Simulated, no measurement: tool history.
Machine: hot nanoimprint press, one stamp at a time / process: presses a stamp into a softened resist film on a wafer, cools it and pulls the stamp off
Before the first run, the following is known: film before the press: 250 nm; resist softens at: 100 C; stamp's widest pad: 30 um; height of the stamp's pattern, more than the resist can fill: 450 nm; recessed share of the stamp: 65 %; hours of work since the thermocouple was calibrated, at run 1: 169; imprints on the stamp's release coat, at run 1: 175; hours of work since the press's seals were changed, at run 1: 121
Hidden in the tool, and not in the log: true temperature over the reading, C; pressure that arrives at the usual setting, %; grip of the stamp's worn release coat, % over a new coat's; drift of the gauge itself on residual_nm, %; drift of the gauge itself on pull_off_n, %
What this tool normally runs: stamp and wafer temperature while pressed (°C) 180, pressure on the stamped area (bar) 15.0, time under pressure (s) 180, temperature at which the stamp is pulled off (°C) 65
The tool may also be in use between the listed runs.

| run | day | stamp and wafer temperature while pressed (°C) | pressure on the stamped area (bar) | time under pressure (s) | temperature at which the stamp is pulled off (°C) | hours of work since the thermocouple was calibrated | imprints on the stamp's release coat | hours of work since the press's seals were changed | resist left under the stamp's widest pad (nm) | greatest force while the stamp is pulled off (N) |
|---|---|---|---|---|---|---|---|---|---|---|
| 1 | 0.000 | 180 | 15.0 | 180 | 65 | 169 | 175 | 121 | 127.9 | 126 |
| 2 | 2.483 | 178 | 15.0 | 180 | 65 | 206 | 442 | 157 | 137.5 | 141 |
|  | 5.142 | stamp cleaned and given a new release coat |
| 3 | 5.142 | 180 | 15.0 | 180 | 65 | 241 | 0 | 193 | 129.4 | 119 |
| 4 | 7.258 | 180 | 15.0 | 180 | 65 | 273 | 227 | 225 | 130.7 | 128 |
| 5 | 10.762 | 180 | 10.7 | 180 | 65 | 325 | 604 | 277 | 152.1 | 148 |
|  | 11.838 | plate thermocouple calibrated |
|  | 12.088 | stamp cleaned and given a new release coat |
| 6 | 14.679 | 180 | 10.7 | 180 | 65 | 38 | 278 | 329 | 155.4 | 135 |
| 7 | 17.500 | 180 | 10.7 | 180 | 65 | 80 | 581 | 371 | 156.7 | 144 |
|  | 18.975 | stamp cleaned and given a new release coat |
| 8 | 21.633 | 180 | 10.7 | 180 | 65 | 138 | 286 | 429 | 157.7 | 141 |
|  | 25.783 | stamp cleaned and given a new release coat |
| 9 | 25.783 | 180 | 10.7 | 180 | 65 | 196 | 0 | 487 | 157.6 | 126 |
| 10 | 28.117 | 180 | 15.0 | 180 | 65 | 231 | 251 | 521 | 137.7 | 138 |
|  | 29.754 | plate thermocouple calibrated, once more |
| 11 | 30.342 | 180 | 15.0 | 180 | 65 | 9 | 476 | 553 | 129.3 | 138 |
|  | 32.850 | stamp cleaned and given a new release coat |
|  | 33.892 | press's hydraulic seals changed and the load cell set to zero |
| 12 | 34.538 | 180 | 15.0 | 182 | 65 | 62 | 145 | 10 | 127.1 | 125 |
| 13 | 38.333 | 180 | 15.0 | 182 | 65 | 119 | 553 | 66 | 128.5 | 144 |
|  | 40.183 | stamp cleaned and given a new release coat |
| 14 | 42.300 | 180 | 15.0 | 182 | 65 | 174 | 227 | 121 | 130.2 | 127 |
| 15 | 44.788 | 180 | 15.0 | 182 | 65 | 211 | 494 | 158 | 131.0 | 139 |
|  | 47.008 | stamp cleaned and given a new release coat |
| 16 | 48.054 | 180 | 15.0 | 182 | 65 | 256 | 112 | 203 | 129.9 | 126 |

Predict the results of run 17:
| 17 | 51.608 | 174 | 14.5 | 176 | 67 | 308 | 494 | 256 | ? | ? |

{"run 17": {"resist left under the stamp's widest pad (nm)": 162.5, "greatest force while the stamp is pulled off (N)": 130}}
On a tool with no hidden condition, and with the same random variation, this run would have come out at resist left under the stamp's widest pad (nm) 156.0, greatest force while the stamp is pulled off (N) 110.
